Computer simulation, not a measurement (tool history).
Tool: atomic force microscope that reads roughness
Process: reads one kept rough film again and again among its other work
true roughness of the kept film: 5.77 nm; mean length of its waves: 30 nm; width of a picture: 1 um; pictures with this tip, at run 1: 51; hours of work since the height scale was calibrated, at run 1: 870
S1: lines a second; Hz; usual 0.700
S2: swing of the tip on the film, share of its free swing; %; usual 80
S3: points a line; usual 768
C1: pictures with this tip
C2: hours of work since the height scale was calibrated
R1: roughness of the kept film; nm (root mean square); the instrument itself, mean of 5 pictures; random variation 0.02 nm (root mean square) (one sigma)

run,hour,S1,S2,S3,C1,C2,R1
1,0.0,0.700,80,768,51,870,4.762
2,46.5,0.700,80,768,121,900,4.575
3,85.6,0.700,80,768,180,926,4.452
4,129.6,0.700,80,768,247,955,4.301
# hour 165.9: new tip fitted
5,171.8,0.700,80,768,9,982,4.935
6,193.6,0.700,80,359,42,996,4.818
7,214.5,0.700,80,359,73,1010,4.736
8,250.7,0.700,80,730,128,1033,4.641
9,296.1,0.700,80,730,197,1063,4.453
10,324.1,2.017,80,768,239,1081,4.060
11,351.4,0.700,80,768,280,1099,4.269
# hour 363.2: new tip fitted
12,391.7,0.700,80,768,43,1125,4.856
13,428.0,0.700,80,768,98,1148,4.705
14,453.6,2.820,80,768,136,1165,4.110
15,474.3,0.526,80,768,168,1179,4.576
# hour 477.8: height scale calibrated on a step standard
16,500.3,0.700,80,768,205,15,4.438
17,540.5,0.700,80,768,266,41,4.300
# hour 564.7: new tip fitted
18,566.6,0.700,80,768,3,58,4.987
19,589.9,0.700,80,768,38,73,4.887
20,620.6,0.700,80,768,85,93,4.784
# hour 630.2: height scale calibrated on a step standard, once more
21,644.6,1.134,80,768,119,9,4.411
22,674.4,1.134,80,768,164,29,4.349
23,701.3,2.740,80,768,205,46,3.887
24,739.0,2.740,80,768,262,71,3.795
# hour 764.9: new tip fitted
25,777.5,2.740,80,768,19,96,4.324
26,813.2,0.700,77,512,73,119,4.715
27,832.9,1.422,80,768,102,132,4.468
28,873.2,0.716,72,449,163,158,4.498
29,891.9,1.332,76,302,192,170,4.262
30,912.5,1.448,70,543,223,184,4.286
31,935.8,1.448,70,543,258,199,4.221
# hour 963.6: new tip fitted
32,974.3,1.036,68,768,17,224,4.883
33,1010.5,2.837,62,768,71,247,4.623
34,1034.4,0.700,61,752,107,263,4.725
35,1055.3,0.700,78,752,139,276,4.536
36,1084.7,0.700,78,752,184,296,4.447
37,1125.9,0.700,78,752,246,322,4.322
38,1158.1,1.774,58,885,294,343,4.247
# hour 1161.1: new tip fitted
39,1184.7,1.538,72,768,36,360,4.761
40,1207.4,3.217,80,768,70,375,4.104
41,1239.8,3.217,80,768,119,396,4.030
42,1272.4,3.217,80,768,169,418,3.905
43,1315.0,3.217,86,768,233,445,3.594
44,1347.8,0.961,80,552,283,467,4.191
# hour 1358.9: new tip fitted
45,1391.5,0.700,83,546,49,495,4.749
46,1434.1,0.866,85,546,113,523,4.503
47,1478.3,0.774,80,382,180,551,4.424
48,1497.2,3.585,85,265,209,564,3.552
49,1539.8,0.593,80,768,273,591,4.296

Hidden state at the last listed run before each entry between runs and at the first one after, where it differs:
Between runs 4 and 5: new tip fitted (hour 165.9)
  radius of the tip, nm: 11.9 -> 5.4; height scale over the true one, %: 1.6 -> 1.64
  measured less the result without the state, R1: -0.595 -> +0.040 nm (root mean square)
Between runs 11 and 12: new tip fitted (hour 363.2)
  radius of the tip, nm: 12.6 -> 6.3; height scale over the true one, %: 1.84 -> 1.88
  measured less the result without the state, R1: -0.635 -> -0.053 nm (root mean square)
Between runs 15 and 16: height scale calibrated on a step standard (hour 477.8)
  radius of the tip, nm: 9.5 -> 10.4; height scale over the true one, %: 1.97 -> 2.22
  measured less the result without the state, R1: -0.366 -> -0.426 nm (root mean square)
Between runs 17 and 18: new tip fitted (hour 564.7)
  radius of the tip, nm: 11.9 -> 5.3; height scale over the true one, %: 2.27 -> 2.3
  measured less the result without the state, R1: -0.558 -> +0.081 nm (root mean square)
Between runs 20 and 21: height scale calibrated on a step standard, once more (hour 630.2)
  radius of the tip, nm: 7.3 -> 8.2; height scale over the true one, %: 2.36 -> 0.12
  measured less the result without the state, R1: -0.132 -> -0.312 nm (root mean square)
Between runs 24 and 25: new tip fitted (hour 764.9)
  radius of the tip, nm: 11.9 -> 5.6; height scale over the true one, %: 0.22 -> 0.26
  measured less the result without the state, R1: -0.581 -> -0.048 nm (root mean square)
Between runs 31 and 32: new tip fitted (hour 963.6)
  radius of the tip, nm: 11.8 -> 5.8; height scale over the true one, %: 0.44 -> 0.48
  measured less the result without the state, R1: -0.628 -> -0.065 nm (root mean square)
Between runs 38 and 39: new tip fitted (hour 1161.1)
  radius of the tip, nm: 12.9 -> 5.9; height scale over the true one, %: 0.68 -> 0.71
  measured less the result without the state, R1: -0.723 -> -0.065 nm (root mean square)
Between runs 44 and 45: new tip fitted (hour 1358.9)
  radius of the tip, nm: 12.3 -> 6.7; height scale over the true one, %: 0.89 -> 0.94
  measured less the result without the state, R1: -0.645 -> -0.132 nm (root mean square)

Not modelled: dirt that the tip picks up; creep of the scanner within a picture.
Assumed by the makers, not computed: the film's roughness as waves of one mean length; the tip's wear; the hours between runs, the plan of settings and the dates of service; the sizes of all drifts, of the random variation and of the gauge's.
